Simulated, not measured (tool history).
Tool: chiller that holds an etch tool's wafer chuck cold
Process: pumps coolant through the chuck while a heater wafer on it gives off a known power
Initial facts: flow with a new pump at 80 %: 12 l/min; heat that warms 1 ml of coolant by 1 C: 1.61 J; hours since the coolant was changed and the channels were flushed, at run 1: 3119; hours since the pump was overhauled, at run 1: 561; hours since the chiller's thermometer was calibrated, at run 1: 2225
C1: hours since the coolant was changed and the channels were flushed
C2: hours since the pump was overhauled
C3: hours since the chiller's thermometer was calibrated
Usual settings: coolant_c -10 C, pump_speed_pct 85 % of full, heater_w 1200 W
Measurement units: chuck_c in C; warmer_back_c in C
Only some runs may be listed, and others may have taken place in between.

{"run": 1, "hour": 0.0, "coolant_c": -10, "pump_speed_pct": 85, "heater_w": 1200, "C1": 3119, "C2": 561, "C3": 2225, "chuck_c": 2.7, "warmer_back_c": 3.49}
{"run": 2, "hour": 44.9, "coolant_c": -10, "pump_speed_pct": 85, "heater_w": 1200, "C1": 3164, "C2": 606, "C3": 2270, "chuck_c": 2.7, "warmer_back_c": 3.49}
{"run": 3, "hour": 132.2, "coolant_c": -10, "pump_speed_pct": 88, "heater_w": 1200, "C1": 3251, "C2": 693, "C3": 2357, "chuck_c": 2.4, "warmer_back_c": 3.37}
{"run": 4, "hour": 187.4, "coolant_c": -10, "pump_speed_pct": 88, "heater_w": 1200, "C1": 3306, "C2": 749, "C3": 2412, "chuck_c": 2.4, "warmer_back_c": 3.34}
{"run": 5, "hour": 228.3, "coolant_c": -5, "pump_speed_pct": 85, "heater_w": 1200, "C1": 3347, "C2": 790, "C3": 2453, "chuck_c": 7.5, "warmer_back_c": 3.4}
{"run": 6, "hour": 280.0, "coolant_c": -5, "pump_speed_pct": 85, "heater_w": 1200, "C1": 3399, "C2": 841, "C3": 2505, "chuck_c": 7.7, "warmer_back_c": 3.45}
{"run": 7, "hour": 337.9, "coolant_c": -5, "pump_speed_pct": 85, "heater_w": 1200, "C1": 3457, "C2": 899, "C3": 2563, "chuck_c": 7.7, "warmer_back_c": 3.45}
{"run": 8, "hour": 421.2, "coolant_c": -10, "pump_speed_pct": 85, "heater_w": 1544, "C1": 3540, "C2": 982, "C3": 2646, "chuck_c": 6.4, "warmer_back_c": 4.42}
{"run": 9, "hour": 490.8, "coolant_c": -10, "pump_speed_pct": 85, "heater_w": 1544, "C1": 3610, "C2": 1052, "C3": 2716, "chuck_c": 6.3, "warmer_back_c": 4.42}
{"run": 10, "hour": 568.2, "coolant_c": -10, "pump_speed_pct": 85, "heater_w": 1544, "C1": 3687, "C2": 1129, "C3": 2793, "chuck_c": 6.4, "warmer_back_c": 4.39}
{"run": 11, "hour": 621.7, "coolant_c": -16, "pump_speed_pct": 85, "heater_w": 1200, "C1": 3740, "C2": 1183, "C3": 2847, "chuck_c": -3.1, "warmer_back_c": 3.36}
{"run": 12, "hour": 710.6, "coolant_c": -16, "pump_speed_pct": 85, "heater_w": 725, "C1": 3829, "C2": 1272, "C3": 2935, "chuck_c": -8.4, "warmer_back_c": 1.95}
{"run": 13, "hour": 762.6, "coolant_c": -16, "pump_speed_pct": 85, "heater_w": 725, "C1": 3881, "C2": 1324, "C3": 2987, "chuck_c": -8.1, "warmer_back_c": 1.98}
{"run": 14, "hour": 810.0, "coolant_c": -10, "pump_speed_pct": 85, "heater_w": 1200, "C1": 3929, "C2": 1371, "C3": 3035, "chuck_c": 2.5, "warmer_back_c": 3.31}
{"run": 15, "hour": 864.1, "coolant_c": -10, "pump_speed_pct": 85, "heater_w": 1200, "C1": 3983, "C2": 1425, "C3": 3089, "chuck_c": 2.5, "warmer_back_c": 3.26}
{"run": 16, "hour": 949.2, "coolant_c": -10, "pump_speed_pct": 85, "heater_w": 1200, "C1": 4068, "C2": 1510, "C3": 3174, "chuck_c": 2.7, "warmer_back_c": 3.29}
{"run": 17, "hour": 1041.5, "coolant_c": -11, "pump_speed_pct": 62, "heater_w": 1202, "C1": 4160, "C2": 1603, "C3": 3266, "chuck_c": 5.2, "warmer_back_c": 4.68}
{"run": 18, "hour": 1115.3, "coolant_c": -11, "pump_speed_pct": 62, "heater_w": 1202, "C1": 4234, "C2": 1677, "C3": 3340, "chuck_c": 5.3, "warmer_back_c": 4.69}
{"hour": 1123.1, "done": "chiller's thermometer calibrated"}
{"run": 19, "hour": 1154.8, "coolant_c": -7, "pump_speed_pct": 84, "heater_w": 610, "C1": 4273, "C2": 1715, "C3": 32, "chuck_c": -0.5, "warmer_back_c": 1.52}
{"run": 20, "hour": 1195.4, "coolant_c": -7, "pump_speed_pct": 84, "heater_w": 610, "C1": 4313, "C2": 1756, "C3": 72, "chuck_c": -0.4, "warmer_back_c": 1.47}
{"run": 21, "hour": 1240.1, "coolant_c": -14, "pump_speed_pct": 85, "heater_w": 1200, "C1": 4358, "C2": 1800, "C3": 117, "chuck_c": -1.3, "warmer_back_c": 3.19}
{"run": 22, "hour": 1303.5, "coolant_c": -2, "pump_speed_pct": 85, "heater_w": 1560, "C1": 4421, "C2": 1864, "C3": 180, "chuck_c": 14.4, "warmer_back_c": 4.26}
{"run": 23, "hour": 1374.0, "coolant_c": -2, "pump_speed_pct": 85, "heater_w": 1560, "C1": 4492, "C2": 1934, "C3": 251, "chuck_c": 14.7, "warmer_back_c": 4.21}
{"run": 24, "hour": 1418.1, "coolant_c": -15, "pump_speed_pct": 90, "heater_w": 1739, "C1": 4536, "C2": 1978, "C3": 295, "chuck_c": 2.7, "warmer_back_c": 4.47}
{"run": 25, "hour": 1500.9, "coolant_c": -15, "pump_speed_pct": 90, "heater_w": 1739, "C1": 4619, "C2": 2061, "C3": 378, "chuck_c": 2.8, "warmer_back_c": 4.42}
{"run": 26, "hour": 1571.3, "coolant_c": -15, "pump_speed_pct": 90, "heater_w": 1739, "C1": 4689, "C2": 2132, "C3": 448, "chuck_c": 2.6, "warmer_back_c": 4.43}
{"run": 27, "hour": 1654.5, "coolant_c": -13, "pump_speed_pct": 85, "heater_w": 1233, "C1": 4772, "C2": 2215, "C3": 531, "chuck_c": -0.1, "warmer_back_c": 3.23}
{"run": 28, "hour": 1713.7, "coolant_c": -16, "pump_speed_pct": 81, "heater_w": 1425, "C1": 4831, "C2": 2274, "C3": 591, "chuck_c": -0.3, "warmer_back_c": 4.01}
{"run": 29, "hour": 1783.3, "coolant_c": -16, "pump_speed_pct": 81, "heater_w": 1425, "C1": 4901, "C2": 2344, "C3": 660, "chuck_c": -0.2, "warmer_back_c": 3.97}
{"run": 30, "hour": 1829.6, "coolant_c": -16, "pump_speed_pct": 75, "heater_w": 1025, "C1": 4947, "C2": 2390, "C3": 707, "chuck_c": -4.1, "warmer_back_c": 3.05}
{"run": 31, "hour": 1872.8, "coolant_c": -16, "pump_speed_pct": 60, "heater_w": 808, "C1": 4991, "C2": 2433, "C3": 750, "chuck_c": -4.8, "warmer_back_c": 3.0}

Hidden condition of the tool, last listed run before each entry between runs versus first listed run after:
After run 18, before run 19: chiller's thermometer calibrated (hour 1123.1)
  drift of the gauge itself on warmer_back_c, C: -0.23 -> -0.24
  measured result minus the result with no hidden state, warmer_back_c: -0.23 -> -0.24 C
